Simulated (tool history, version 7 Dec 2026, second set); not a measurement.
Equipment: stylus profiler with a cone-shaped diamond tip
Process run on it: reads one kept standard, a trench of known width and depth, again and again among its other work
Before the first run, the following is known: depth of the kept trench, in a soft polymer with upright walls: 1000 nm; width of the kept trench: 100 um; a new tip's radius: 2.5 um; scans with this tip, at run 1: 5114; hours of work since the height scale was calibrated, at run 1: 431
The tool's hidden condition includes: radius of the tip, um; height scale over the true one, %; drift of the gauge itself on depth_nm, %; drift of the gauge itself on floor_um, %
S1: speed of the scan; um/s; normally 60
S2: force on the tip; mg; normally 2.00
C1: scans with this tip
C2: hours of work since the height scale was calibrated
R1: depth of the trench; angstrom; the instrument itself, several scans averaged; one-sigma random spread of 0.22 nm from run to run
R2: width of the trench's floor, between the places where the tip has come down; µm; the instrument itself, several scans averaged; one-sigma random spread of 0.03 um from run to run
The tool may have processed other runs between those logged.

| run | hour | S1 | S2 | C1 | C2 | R1 | R2 |
|---|---|---|---|---|---|---|---|
| 1 | 0.0 | 60 | 2.00 | 5114 | 431 | 10088.7 | 94.49 |
| 2 | 18.1 | 60 | 2.00 | 5210 | 439 | 10084.7 | 94.46 |
| 3 | 26.7 | 60 | 2.00 | 5255 | 443 | 10084.0 | 94.50 |
| 4 | 38.4 | 60 | 2.00 | 5317 | 448 | 10086.5 | 94.44 |
| 5 | 50.8 | 60 | 2.00 | 5382 | 454 | 10087.4 | 94.41 |
| 6 | 63.5 | 60 | 5.09 | 5449 | 459 | 10149.3 | 94.45 |
| 7 | 76.7 | 104 | 2.00 | 5520 | 465 | 10087.2 | 94.32 |
| 8 | 86.8 | 104 | 2.00 | 5573 | 470 | 10085.8 | 94.30 |
| 9 | 95.8 | 60 | 1.57 | 5620 | 474 | 10079.4 | 94.30 |
| 10 | 113.3 | 60 | 1.96 | 5713 | 481 | 10088.4 | 94.37 |
| 11 | 122.3 | 60 | 1.96 | 5760 | 485 | 10084.9 | 94.36 |
| 12 | 130.8 | 60 | 1.48 | 5805 | 489 | 10074.4 | 94.28 |
| 13 | 144.9 | 98 | 2.00 | 5880 | 495 | 10088.4 | 94.18 |
| 14 | 154.0 | 98 | 2.00 | 5928 | 500 | 10089.6 | 94.15 |
| 15 | 169.3 | 98 | 2.00 | 6008 | 506 | 10086.9 | 94.17 |
| 16 | 185.8 | 98 | 2.32 | 6096 | 514 | 10095.0 | 94.24 |
| 17 | 203.3 | 98 | 1.30 | 6188 | 521 | 10071.6 | 94.06 |
| 18 | 214.8 | 60 | 2.00 | 6249 | 527 | 10092.1 | 94.22 |
| 19 | 229.9 | 60 | 5.15 | 6329 | 533 | 10146.0 | 94.23 |
| 20 | 237.8 | 60 | 5.15 | 6371 | 537 | 10148.0 | 94.27 |
| 21 | 246.4 | 34 | 2.71 | 6416 | 541 | 10104.2 | 94.24 |
|  | 247.7 | height scale calibrated on a step standard |
| 22 | 259.6 | 192 | 0.87 | 6483 | 5 | 10068.0 | 93.62 |
| 23 | 274.3 | 60 | 1.10 | 6561 | 12 | 10072.3 | 94.12 |
| 24 | 282.7 | 60 | 1.10 | 6605 | 16 | 10072.6 | 94.11 |
| 25 | 295.6 | 208 | 5.89 | 6673 | 21 | 10168.7 | 94.01 |
|  | 307.9 | height scale calibrated on a step standard, once more |
| 26 | 312.6 | 23 | 1.27 | 6760 | 2 | 10057.8 | 94.17 |
| 27 | 327.8 | 50 | 4.45 | 6840 | 9 | 10122.4 | 94.16 |
| 28 | 336.1 | 29 | 1.52 | 6885 | 13 | 10061.0 | 94.19 |
| 29 | 346.5 | 122 | 2.00 | 6940 | 17 | 10072.1 | 93.93 |
| 30 | 355.4 | 60 | 4.50 | 6987 | 21 | 10124.2 | 94.10 |
| 31 | 365.3 | 19 | 4.35 | 7039 | 26 | 10120.9 | 94.16 |
| 32 | 380.0 | 19 | 4.35 | 7117 | 32 | 10118.6 | 94.13 |
| 33 | 397.6 | 36 | 3.91 | 7209 | 40 | 10109.3 | 94.11 |
| 34 | 415.5 | 36 | 3.91 | 7304 | 48 | 10113.8 | 94.06 |
| 35 | 433.4 | 46 | 4.39 | 7399 | 56 | 10123.1 | 94.03 |
| 36 | 445.1 | 108 | 1.38 | 7460 | 61 | 10061.9 | 93.81 |
| 37 | 463.1 | 106 | 4.43 | 7555 | 69 | 10124.8 | 93.88 |

Below, some changes in R1 between adjacent runs. For each, the amount present without the hidden state too (settings, incoming material, random variation) and the amount remaining for the hidden state with gauge scatter not shared by both compared results:
Run 21 -> 22: S1 34 -> 192, S2 2.71 -> 0.87, height scale calibrated on a step standard. R1 -36.2 angstrom: hidden state +5.4, all else -41.6.
Run 24 -> 25: S1 60 -> 208, S2 1.10 -> 5.89. R1 +96.1 angstrom: hidden state +0.5, all else +95.6.
Run 25 -> 26: S1 208 -> 23, S2 5.89 -> 1.27, height scale calibrated on a step standard, once more. R1 -110.9 angstrom: hidden state -23.4, all else -87.5.
Run 26 -> 27: S1 23 -> 50, S2 1.27 -> 4.45. R1 +64.6 angstrom: hidden state +0.2, all else +64.4.

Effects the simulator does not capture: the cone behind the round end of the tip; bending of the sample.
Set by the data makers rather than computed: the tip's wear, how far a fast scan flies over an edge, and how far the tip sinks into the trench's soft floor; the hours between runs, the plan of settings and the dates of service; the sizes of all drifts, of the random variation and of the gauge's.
